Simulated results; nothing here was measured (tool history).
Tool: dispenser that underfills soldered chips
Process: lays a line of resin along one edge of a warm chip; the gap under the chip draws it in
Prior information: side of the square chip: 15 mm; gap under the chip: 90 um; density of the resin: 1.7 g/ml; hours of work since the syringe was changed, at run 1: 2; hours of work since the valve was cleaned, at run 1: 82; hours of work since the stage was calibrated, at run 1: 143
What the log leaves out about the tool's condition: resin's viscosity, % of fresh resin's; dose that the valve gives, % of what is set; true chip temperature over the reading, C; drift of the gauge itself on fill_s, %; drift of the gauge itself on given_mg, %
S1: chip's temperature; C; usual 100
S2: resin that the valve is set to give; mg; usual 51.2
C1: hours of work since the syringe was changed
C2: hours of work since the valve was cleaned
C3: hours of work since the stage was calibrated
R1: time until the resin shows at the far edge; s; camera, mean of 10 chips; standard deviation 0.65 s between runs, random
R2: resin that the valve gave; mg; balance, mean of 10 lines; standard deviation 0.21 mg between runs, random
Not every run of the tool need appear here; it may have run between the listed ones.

run	hour	S1	S2	C1	C2	C3	R1	R2
1	0	100	51.2	2	82	143	67.2	47.31
2	3.7	100	51.2	5	84	145	79.7	47.05
# hour 5.6: new syringe of resin
3	10.8	100	51.2	3	89	149	72.7	46.9
# hour 14.6: new syringe of resin
4	16.5	100	51.2	1	92	153	63.5	46.51
5	19.3	100	51.2	3	94	155	72.6	46.99
# hour 23.7: new syringe of resin
6	23.7	100	51.2	0	96	157	58.3	46.38
7	26.8	104	51.2	2	98	159	56.3	46.23
# hour 32.6: new syringe of resin
8	32.6	100	55.1	0	102	163	57.1	49.87
9	35.4	100	55.1	2	104	165	63.8	49.6

Run 10, settings as shown, results not yet in. Your forecast:
10	40	100	55.1	5	107	168	?	?

Run 10 gave R1 78.7 s, R2 49.53 mg.
Without the tool's hidden state the same run would have given R1 57 s, R2 55.28 mg.
